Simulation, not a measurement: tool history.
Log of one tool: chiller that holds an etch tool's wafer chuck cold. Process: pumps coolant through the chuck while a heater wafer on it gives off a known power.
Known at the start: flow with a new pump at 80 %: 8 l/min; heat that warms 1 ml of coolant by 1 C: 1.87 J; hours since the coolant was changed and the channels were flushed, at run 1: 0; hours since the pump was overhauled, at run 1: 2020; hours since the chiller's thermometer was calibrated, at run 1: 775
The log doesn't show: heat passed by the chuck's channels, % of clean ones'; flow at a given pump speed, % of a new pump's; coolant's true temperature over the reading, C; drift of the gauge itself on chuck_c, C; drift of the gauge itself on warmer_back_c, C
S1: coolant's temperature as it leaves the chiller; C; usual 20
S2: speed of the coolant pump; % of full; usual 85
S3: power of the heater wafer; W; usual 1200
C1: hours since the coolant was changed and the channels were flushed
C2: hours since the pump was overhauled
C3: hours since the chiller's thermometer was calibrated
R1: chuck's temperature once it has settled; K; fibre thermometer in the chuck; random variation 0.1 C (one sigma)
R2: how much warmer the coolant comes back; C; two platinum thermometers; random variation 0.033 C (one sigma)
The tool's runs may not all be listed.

Run 1, hour 0: usual settings; C1 0; C2 2020; C3 775. Result: R1 304.95 K, R2 4.71 C.
Run 2, hour 63.5: usual settings but S1 17 C; C1 64; C2 2084; C3 838. Result: R1 302.35 K, R2 4.74 C.
Run 3, hour 161.8: usual settings but S1 17 C; C1 162; C2 2182; C3 936. Result: R1 302.25 K, R2 4.73 C.
Run 4, hour 204.1: usual settings but S2 96 % of full; C1 204; C2 2224; C3 979. Result: R1 304.35 K, R2 4.15 C.
Run 5, hour 289.7: usual settings; C1 290; C2 2310; C3 1064. Result: R1 305.45 K, R2 4.67 C.
Run 6, hour 366.7: usual settings; C1 367; C2 2387; C3 1141. Result: R1 305.35 K, R2 4.82 C.
Run 7, hour 453.8: usual settings; C1 454; C2 2474; C3 1228. Result: R1 305.55 K, R2 4.76 C.
Run 8, hour 537.5: usual settings; C1 537; C2 2558; C3 1312. Result: R1 305.35 K, R2 4.78 C.
Run 9, hour 623: usual settings; C1 623; C2 2643; C3 1398. Result: R1 305.45 K, R2 4.73 C.
Run 10, hour 705.7: usual settings; C1 706; C2 2726; C3 1480. Result: R1 305.65 K, R2 4.83 C.
Run 11, hour 798.4: usual settings; C1 798; C2 2819; C3 1573. Result: R1 305.65 K, R2 4.76 C.
Run 12, hour 875.2: usual settings; C1 875; C2 2895; C3 1650. Result: R1 305.65 K, R2 4.77 C.
Run 13, hour 974.6: usual settings; C1 975; C2 2995; C3 1749. Result: R1 305.65 K, R2 4.79 C.
Run 14, hour 1064.6: usual settings but S3 1316 W; C1 1065; C2 3085; C3 1839. Result: R1 306.75 K, R2 5.32 C.
Run 15, hour 1145.7: usual settings; C1 1146; C2 3166; C3 1920. Result: R1 305.75 K, R2 4.86 C.
Run 16, hour 1245.4: usual settings; C1 1245; C2 3266; C3 2020. Result: R1 305.85 K, R2 4.86 C.
Run 17, hour 1295.6: usual settings but S1 10 C, S2 80 % of full, S3 1667 W; C1 1296; C2 3316; C3 2070. Result: R1 301.35 K, R2 7.2 C.
Run 18, hour 1374.3: usual settings but S1 11 C, S2 63 % of full, S3 857 W; C1 1374; C2 3394; C3 2149. Result: R1 295.25 K, R2 4.72 C.
Run 19, hour 1417.6: usual settings but S1 15 C, S2 65 % of full, S3 1685 W; C1 1418; C2 3438; C3 2192. Result: R1 309.45 K, R2 8.96 C.
At hour 1470.5: chiller's thermometer calibrated.
Run 20, hour 1486.4: usual settings but S1 15 C, S2 65 % of full, S3 1685 W; C1 1485; C2 3506; C3 16. Result: R1 308.95 K, R2 9 C.
Run 21, hour 1544.7: usual settings but S1 10 C, S2 99 % of full, S3 1761 W; C1 1544; C2 3564; C3 74. Result: R1 299.55 K, R2 6.01 C.
Run 22, hour 1617.6: usual settings but S1 22 C, S2 66 % of full, S3 1660 W; C1 1617; C2 3637; C3 147. Result: R1 315.65 K, R2 8.79 C.
Run 23, hour 1659.4: usual settings but S1 14 C, S2 66 % of full, S3 1660 W; C1 1658; C2 3679; C3 189. Result: R1 307.65 K, R2 8.75 C.
Run 24, hour 1727.4: usual settings but S1 14 C, S2 66 % of full, S3 1660 W; C1 1726; C2 3747; C3 257. Result: R1 307.45 K, R2 8.75 C.
Run 25, hour 1773.8: usual settings but S1 12 C, S2 95 % of full, S3 1660 W; C1 1773; C2 3793; C3 303. Result: R1 301.25 K, R2 5.99 C.
Run 26, hour 1832.4: usual settings but S1 15 C, S2 97 % of full, S3 1555 W; C1 1831; C2 3852; C3 362. Result: R1 303.15 K, R2 5.51 C.
Run 27, hour 1883.9: usual settings but S2 71 % of full, S3 1317 W; C1 1883; C2 3903; C3 413. Result: R1 308.75 K, R2 6.43 C.
Run 28, hour 1981.3: usual settings but S1 21 C, S2 69 % of full, S3 1057 W; C1 1980; C2 4001; C3 511. Result: R1 306.85 K, R2 5.39 C.
Run 29, hour 2054.5: usual settings but S1 21 C, S2 63 % of full, S3 1057 W; C1 2053; C2 4074; C3 584. Result: R1 307.85 K, R2 5.88 C.
Run 30, hour 2102.1: usual settings but S1 21 C, S2 63 % of full, S3 1057 W; C1 2101; C2 4121; C3 632. Result: R1 307.85 K, R2 5.88 C.
Run 31, hour 2174: usual settings but S1 24 C, S2 69 % of full, S3 1147 W; C1 2173; C2 4193; C3 703. Result: R1 310.95 K, R2 5.84 C.

Hidden state at the last listed run before each entry between runs and at the first one after, where it differs:
Between runs 19 and 20: chiller's thermometer calibrated (hour 1470.5)
  heat passed by the chuck's channels, % of clean ones': 96.5 -> 96.3; flow at a given pump speed, % of a new pump's: 93.6 -> 93.4; coolant's true temperature over the reading, C: 0.33 -> -0.11
  measured less the result without the state, R1: +1.7 -> +1.4 K; R2: +0.58 -> +0.59 C
